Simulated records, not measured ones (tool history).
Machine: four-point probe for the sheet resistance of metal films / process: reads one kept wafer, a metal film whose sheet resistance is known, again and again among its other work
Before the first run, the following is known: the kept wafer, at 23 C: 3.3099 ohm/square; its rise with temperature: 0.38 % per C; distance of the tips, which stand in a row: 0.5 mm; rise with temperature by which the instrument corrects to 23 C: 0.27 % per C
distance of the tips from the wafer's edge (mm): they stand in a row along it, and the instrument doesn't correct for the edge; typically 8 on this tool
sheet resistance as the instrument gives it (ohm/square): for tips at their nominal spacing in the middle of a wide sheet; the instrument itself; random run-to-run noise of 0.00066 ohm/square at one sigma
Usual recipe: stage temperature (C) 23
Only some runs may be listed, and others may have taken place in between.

run,hour,stage temperature (C),distance of the tips from the wafer's edge (mm),sheet resistance as the instrument gives it (ohm/square)
1,0.0,23,8,3.320266
2,52.4,23,8,3.319796
3,118.0,23,8,3.319444
4,195.6,23,6,3.325323
5,277.4,22,8,3.317227
6,388.1,22,8,3.316530
7,456.2,23,8,3.320164
8,522.1,23,8,3.319926
9,608.1,23,8,3.320231

Run 10, settings as shown, results not yet in. Your forecast:
10,684.3,23,8,?

sheet resistance as the instrument gives it (ohm/square): 3.319125
On a tool with no hidden condition, and with the same random variation, this run would have come out at sheet resistance as the instrument gives it (ohm/square) 3.316532.

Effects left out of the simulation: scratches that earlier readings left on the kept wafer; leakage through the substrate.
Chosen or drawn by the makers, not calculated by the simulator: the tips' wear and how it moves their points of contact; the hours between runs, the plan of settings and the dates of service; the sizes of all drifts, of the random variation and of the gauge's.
